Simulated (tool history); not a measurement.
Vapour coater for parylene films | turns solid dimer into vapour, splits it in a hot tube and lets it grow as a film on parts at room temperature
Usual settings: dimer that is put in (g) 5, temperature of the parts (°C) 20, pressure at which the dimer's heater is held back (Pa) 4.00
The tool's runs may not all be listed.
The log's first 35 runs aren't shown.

run,hour,dimer that is put in (g),temperature of the parts (°C),pressure at which the dimer's heater is held back (Pa),thickness of the film (nm)
36,908.5,7,17,4.00,4020
# hour 932.7: table's thermometer calibrated
37,940.0,7,17,4.00,4060
38,958.3,7,17,4.00,3990
39,991.2,6,15,4.60,3500
40,1022.7,2,31,4.77,930
41,1056.1,3,20,3.27,1620
42,1075.6,3,20,6.86,1550
43,1096.7,5,31,5.75,2230
44,1123.6,7,22,5.75,3530
45,1146.7,2,15,3.18,1180

The next listed run, before its measurement:
# hour 1166.5: trap's valve overhauled
46,1181.9,4,13,2.23,?

Run 46 gave thickness of the film (nm) 2860.
Without the tool's hidden state the same run would have given thickness of the film (nm) 2860.
